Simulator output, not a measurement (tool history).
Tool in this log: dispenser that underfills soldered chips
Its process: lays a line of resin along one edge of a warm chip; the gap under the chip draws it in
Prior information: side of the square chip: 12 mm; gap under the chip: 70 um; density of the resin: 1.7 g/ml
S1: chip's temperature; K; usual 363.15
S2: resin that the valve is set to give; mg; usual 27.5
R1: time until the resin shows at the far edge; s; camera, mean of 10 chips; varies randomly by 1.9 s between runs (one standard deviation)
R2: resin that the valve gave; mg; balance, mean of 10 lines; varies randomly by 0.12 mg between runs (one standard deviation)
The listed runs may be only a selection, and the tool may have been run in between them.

run,hour,S1,S2,R1,R2
1,0,363.15,27.5,218.5,26.75
# hour 6.3: new syringe of resin
2,6.9,363.15,29.8,192.6,29.22
3,11.8,363.15,29.8,225.6,28.99
# hour 16.6: new syringe of resin
4,20.2,363.15,27.5,219.3,26.33
# hour 26.9: new syringe of resin
5,27.2,363.15,27.5,188.5,26.47
# hour 35.1: dispensing valve cleaned and set on the balance
6,36.7,375.15,27.5,182.3,27.44
# hour 38.2: new syringe of resin
7,44.1,375.15,27.5,166.7,27.4
# hour 48.3: new syringe of resin
8,52,351.15,27.5,298.7,27.14
9,55.6,351.15,27.5,338.2,27.19
# hour 58.7: new syringe of resin
10,61,351.15,27.5,289.5,27.23
11,66.4,351.15,28.8,341.3,28.26
# hour 68.9: new syringe of resin
12,73.2,363.15,27.5,220.2,27.08
# hour 79.1: new syringe of resin
13,81.4,362.15,27.5,208.5,26.93
14,85.6,362.15,27.5,243,26.88
# hour 89.5: new syringe of resin
15,93.1,362.15,27.5,213.6,26.72
# hour 99.8: new syringe of resin
16,99.8,363.15,24.3,198.2,23.6
17,107.1,363.15,24.3,251.6,23.41
# hour 110.3: new syringe of resin
18,110.9,363.15,24.3,196.1,23.5
19,117.7,368.15,26.8,212.7,25.62
# hour 120.5: new syringe of resin
# hour 123: dispensing valve cleaned and set on the balance
20,125,353.15,27.5,280.6,27.3
# hour 131.8: new syringe of resin
21,132.6,374.15,25.1,150.1,24.84
22,140.8,372.15,27.5,204.8,27.35
# hour 142.2: new syringe of resin
23,147.8,372.15,27.5,180.6,27.14
# hour 152.2: new syringe of resin
24,155.3,372.15,25,167.6,24.66
25,160.9,376.15,25,183.1,24.52
# hour 162.7: new syringe of resin
26,168.9,352.15,27.5,319.1,26.81
# hour 172.9: new syringe of resin
27,175.9,352.15,23.8,292.1,23.26
# hour 183.2: new syringe of resin
28,184,352.15,23.8,270.5,23.27
29,191.6,356.15,34.1,302.4,33.16
# hour 193.4: new syringe of resin
30,198.2,350.15,27.5,330.7,26.74
# hour 203.5: new syringe of resin
31,206.1,350.15,27.5,299.5,26.33
# hour 210.7: dispensing valve cleaned and set on the balance
32,213.6,356.15,23.5,317.9,23.74
# hour 214.6: new syringe of resin
33,220.9,356.15,23.5,291.7,23.16
# hour 224.7: new syringe of resin
34,226,348.15,30.8,308.5,30.62
35,233.7,348.15,30.8,390.9,30.66

Same runs, no hidden state in the tool, same run-to-run variation:
Hidden state present: resin's viscosity, % of fresh resin's; dose that the valve gives, % of what is set; true chip temperature over the reading, C; drift of the gauge itself on fill_s, %; drift of the gauge itself on given_mg, %.
run,R1,R2
1,188.4,27.42
2,188.2,30.04
3,186.6,29.88
4,190,27.25
5,188.6,27.49
6,137.4,27.48
7,134.7,27.53
8,263.2,27.36
9,263.6,27.46
10,267.3,27.56
11,261.9,28.68
12,190.6,27.58
13,191.7,27.54
14,194.1,27.53
15,194.2,27.46
16,196.2,24.33
17,194.6,24.22
18,191,24.35
19,164.7,26.64
20,247.2,27.33
21,144.8,24.95
22,149.5,27.58
23,149,27.44
24,150,25.01
25,135.5,24.93
26,253.9,27.38
27,261.6,23.82
28,260.1,23.93
29,225.3,34.21
30,278.1,27.69
31,271.9,27.36
32,233.1,23.7
33,231.8,23.2
34,291,30.74
35,284.5,30.87
